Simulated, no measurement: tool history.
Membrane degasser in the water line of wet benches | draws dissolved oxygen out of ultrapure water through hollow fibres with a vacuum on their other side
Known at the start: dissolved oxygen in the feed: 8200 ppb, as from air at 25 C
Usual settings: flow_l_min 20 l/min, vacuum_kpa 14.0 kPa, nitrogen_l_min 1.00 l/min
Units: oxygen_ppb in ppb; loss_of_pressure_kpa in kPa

Run 1, hour 0.0: usual settings. Result: oxygen_ppb 731.0 ppb, loss_of_pressure_kpa 36.63 kPa.
Run 2, hour 35.5: usual settings. Result: oxygen_ppb 736.4 ppb, loss_of_pressure_kpa 36.64 kPa.
Run 3, hour 86.6: usual settings. Result: oxygen_ppb 724.7 ppb, loss_of_pressure_kpa 36.40 kPa.
Run 4, hour 135.4: usual settings but vacuum_kpa 14.4 kPa. Result: oxygen_ppb 731.3 ppb, loss_of_pressure_kpa 36.39 kPa.
Run 5, hour 199.0: usual settings but vacuum_kpa 14.4 kPa. Result: oxygen_ppb 750.5 ppb, loss_of_pressure_kpa 36.91 kPa.
At hour 203.5: vacuum gauge calibrated.
Run 6, hour 252.6: usual settings. Result: oxygen_ppb 722.8 ppb, loss_of_pressure_kpa 36.99 kPa.
Run 7, hour 279.9: usual settings. Result: oxygen_ppb 749.7 ppb, loss_of_pressure_kpa 36.55 kPa.
Run 8, hour 319.7: usual settings but flow_l_min 19 l/min, vacuum_kpa 8.6 kPa, nitrogen_l_min 0.90 l/min. Result: oxygen_ppb 505.4 ppb, loss_of_pressure_kpa 34.39 kPa.
Run 9, hour 383.3: usual settings but flow_l_min 19 l/min, vacuum_kpa 8.6 kPa, nitrogen_l_min 0.90 l/min. Result: oxygen_ppb 509.5 ppb, loss_of_pressure_kpa 34.91 kPa.
At hour 388.7: vacuum gauge calibrated, once more.
Run 10, hour 411.1: usual settings but flow_l_min 12 l/min, vacuum_kpa 19.5 kPa, nitrogen_l_min 0.70 l/min. Result: oxygen_ppb 684.8 ppb, loss_of_pressure_kpa 22.04 kPa.
Run 11, hour 465.9: usual settings but flow_l_min 12 l/min, vacuum_kpa 34.3 kPa, nitrogen_l_min 2.57 l/min. Result: oxygen_ppb 433.2 ppb, loss_of_pressure_kpa 22.03 kPa.
Run 12, hour 518.9: usual settings but flow_l_min 14 l/min, vacuum_kpa 11.5 kPa. Result: oxygen_ppb 398.1 ppb, loss_of_pressure_kpa 25.77 kPa.

3 ways to go on from here, each from the tool as it stands after run 12. What would each give?
Run A, hour 580.7: usual settings but flow_l_min 14 l/min, vacuum_kpa 27.1 kPa, nitrogen_l_min 1.40 l/min. Result: oxygen_ppb ?, loss_of_pressure_kpa ?.
Run B, hour 580.7: usual settings but flow_l_min 14 l/min, vacuum_kpa 25.2 kPa. Result: oxygen_ppb ?, loss_of_pressure_kpa ?.
Run C, hour 580.7: usual settings but flow_l_min 14 l/min, vacuum_kpa 25.2 kPa. Result: oxygen_ppb ?, loss_of_pressure_kpa ?.

run  oxygen_ppb  loss_of_pressure_kpa
  A       663.7                 25.89
  B       792.0                 25.93
  C       786.1                 25.55
Without the tool's hidden state the same runs would have given:
run  oxygen_ppb  loss_of_pressure_kpa
  A       654.0                 25.68
  B       781.9                 25.72
  C       776.1                 25.34
